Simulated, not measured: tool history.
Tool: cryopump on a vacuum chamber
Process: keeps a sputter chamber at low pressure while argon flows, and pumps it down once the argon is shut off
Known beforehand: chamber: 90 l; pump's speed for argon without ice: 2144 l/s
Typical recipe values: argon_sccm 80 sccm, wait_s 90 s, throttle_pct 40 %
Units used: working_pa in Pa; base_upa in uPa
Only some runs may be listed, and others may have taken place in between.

{"run": 1, "hour": 0.0, "argon_sccm": 80, "wait_s": 90, "throttle_pct": 40, "working_pa": 0.1591, "base_upa": 0.44}
{"run": 2, "hour": 38.8, "argon_sccm": 80, "wait_s": 90, "throttle_pct": 40, "working_pa": 0.1583, "base_upa": 0.44}
{"run": 3, "hour": 75.3, "argon_sccm": 80, "wait_s": 90, "throttle_pct": 40, "working_pa": 0.1589, "base_upa": 0.43}
{"run": 4, "hour": 117.6, "argon_sccm": 80, "wait_s": 90, "throttle_pct": 40, "working_pa": 0.1587, "base_upa": 0.46}
{"run": 5, "hour": 157.2, "argon_sccm": 80, "wait_s": 90, "throttle_pct": 59, "working_pa": 0.1089, "base_upa": 0.46}
{"run": 6, "hour": 212.7, "argon_sccm": 80, "wait_s": 90, "throttle_pct": 40, "working_pa": 0.1597, "base_upa": 0.49}
{"run": 7, "hour": 243.5, "argon_sccm": 43, "wait_s": 90, "throttle_pct": 40, "working_pa": 0.0856, "base_upa": 0.48}
{"run": 8, "hour": 294.8, "argon_sccm": 80, "wait_s": 90, "throttle_pct": 38, "working_pa": 0.1681, "base_upa": 0.52}
{"run": 9, "hour": 346.1, "argon_sccm": 154, "wait_s": 90, "throttle_pct": 38, "working_pa": 0.323, "base_upa": 0.54}
{"run": 10, "hour": 376.9, "argon_sccm": 154, "wait_s": 90, "throttle_pct": 38, "working_pa": 0.3256, "base_upa": 0.59}
{"run": 11, "hour": 418.5, "argon_sccm": 154, "wait_s": 90, "throttle_pct": 38, "working_pa": 0.3256, "base_upa": 0.55}
{"run": 12, "hour": 455.4, "argon_sccm": 154, "wait_s": 90, "throttle_pct": 38, "working_pa": 0.3251, "base_upa": 0.59}
{"run": 13, "hour": 483.7, "argon_sccm": 154, "wait_s": 90, "throttle_pct": 38, "working_pa": 0.3273, "base_upa": 0.58}
{"run": 14, "hour": 521.4, "argon_sccm": 154, "wait_s": 21, "throttle_pct": 38, "working_pa": 0.3288, "base_upa": 1.17}
{"run": 15, "hour": 549.5, "argon_sccm": 154, "wait_s": 21, "throttle_pct": 38, "working_pa": 0.3268, "base_upa": 1.15}
{"run": 16, "hour": 573.6, "argon_sccm": 154, "wait_s": 21, "throttle_pct": 38, "working_pa": 0.329, "base_upa": 1.22}
{"run": 17, "hour": 602.9, "argon_sccm": 80, "wait_s": 90, "throttle_pct": 15, "working_pa": 0.425, "base_upa": 0.66}

Estimate the outcome of run 18 from the log above:
{"run": 18, "hour": 635.8, "argon_sccm": 116, "wait_s": 27, "throttle_pct": 20, "working_pa": "?", "base_upa": "?"}

working_pa: 0.4642 Pa
base_upa: 1.00 uPa
Minus the tool's unlogged condition, the same run would have read working_pa 0.4580 Pa, base_upa 0.66 uPa.
